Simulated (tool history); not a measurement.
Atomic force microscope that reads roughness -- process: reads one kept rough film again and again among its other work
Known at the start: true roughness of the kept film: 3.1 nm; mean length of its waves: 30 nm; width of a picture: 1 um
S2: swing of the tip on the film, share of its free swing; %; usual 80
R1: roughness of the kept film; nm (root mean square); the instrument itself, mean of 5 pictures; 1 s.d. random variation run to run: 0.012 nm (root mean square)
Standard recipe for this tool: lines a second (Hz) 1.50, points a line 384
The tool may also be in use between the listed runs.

run 1 hour=0.0 | lines_a_second_(Hz)=1.50 S2=80 points_a_line=384 | R1=2.725
run 2 hour=24.2 | lines_a_second_(Hz)=1.50 S2=80 points_a_line=384 | R1=2.691
run 3 hour=48.5 | lines_a_second_(Hz)=1.50 S2=55 points_a_line=384 | R1=2.742
run 4 hour=64.1 | lines_a_second_(Hz)=1.50 S2=80 points_a_line=384 | R1=2.652
run 5 hour=80.1 | lines_a_second_(Hz)=1.50 S2=80 points_a_line=384 | R1=2.612
run 6 hour=98.5 | lines_a_second_(Hz)=1.50 S2=55 points_a_line=384 | R1=2.714
run 7 hour=111.0 | lines_a_second_(Hz)=1.50 S2=55 points_a_line=384 | R1=2.696
run 8 hour=124.9 | lines_a_second_(Hz)=1.50 S2=80 points_a_line=444 | R1=2.603
run 9 hour=146.7 | lines_a_second_(Hz)=0.72 S2=80 points_a_line=444 | R1=2.644
run 10 hour=168.8 | lines_a_second_(Hz)=1.50 S2=80 points_a_line=384 | R1=2.544
-- hour=179.4 new tip fitted
run 11 hour=180.2 | lines_a_second_(Hz)=1.50 S2=56 points_a_line=384 | R1=2.860
run 12 hour=196.9 | lines_a_second_(Hz)=1.50 S2=56 points_a_line=384 | R1=2.829
run 13 hour=212.7 | lines_a_second_(Hz)=1.50 S2=80 points_a_line=384 | R1=2.733
run 14 hour=224.1 | lines_a_second_(Hz)=1.50 S2=76 points_a_line=935 | R1=2.763
run 15 hour=243.0 | lines_a_second_(Hz)=0.60 S2=83 points_a_line=384 | R1=2.756
run 16 hour=255.5 | lines_a_second_(Hz)=0.60 S2=90 points_a_line=312 | R1=2.742
run 17 hour=280.9 | lines_a_second_(Hz)=0.60 S2=90 points_a_line=312 | R1=2.705
run 18 hour=300.6 | lines_a_second_(Hz)=0.60 S2=90 points_a_line=312 | R1=2.683
run 19 hour=315.9 | lines_a_second_(Hz)=0.60 S2=85 points_a_line=311 | R1=2.667
run 20 hour=335.6 | lines_a_second_(Hz)=1.01 S2=59 points_a_line=388 | R1=2.707
run 21 hour=361.0 | lines_a_second_(Hz)=0.61 S2=80 points_a_line=293 | R1=2.655
run 22 hour=373.1 | lines_a_second_(Hz)=1.08 S2=88 points_a_line=263 | R1=2.584
run 23 hour=384.7 | lines_a_second_(Hz)=1.08 S2=88 points_a_line=263 | R1=2.548
run 24 hour=403.7 | lines_a_second_(Hz)=0.57 S2=73 points_a_line=263 | R1=2.626
-- hour=415.4 new tip fitted
run 25 hour=422.4 | lines_a_second_(Hz)=0.57 S2=59 points_a_line=434 | R1=2.868
run 26 hour=447.2 | lines_a_second_(Hz)=0.70 S2=80 points_a_line=548 | R1=2.812

Each row is a separate what-if for the run after 26, all from the same tool condition, not one after another. Results?
run A hour=459.2 | lines_a_second_(Hz)=1.32 S2=80 points_a_line=384 | R1=?
run B hour=459.2 | lines_a_second_(Hz)=2.30 S2=75 points_a_line=858 | R1=?
run C hour=459.2 | lines_a_second_(Hz)=1.88 S2=80 points_a_line=778 | R1=?

run=A R1=2.757
run=B R1=2.742
run=C R1=2.720
Had the tool no hidden state, the same runs would have come out as:
run=A R1=2.786
run=B R1=2.771
run=C R1=2.749
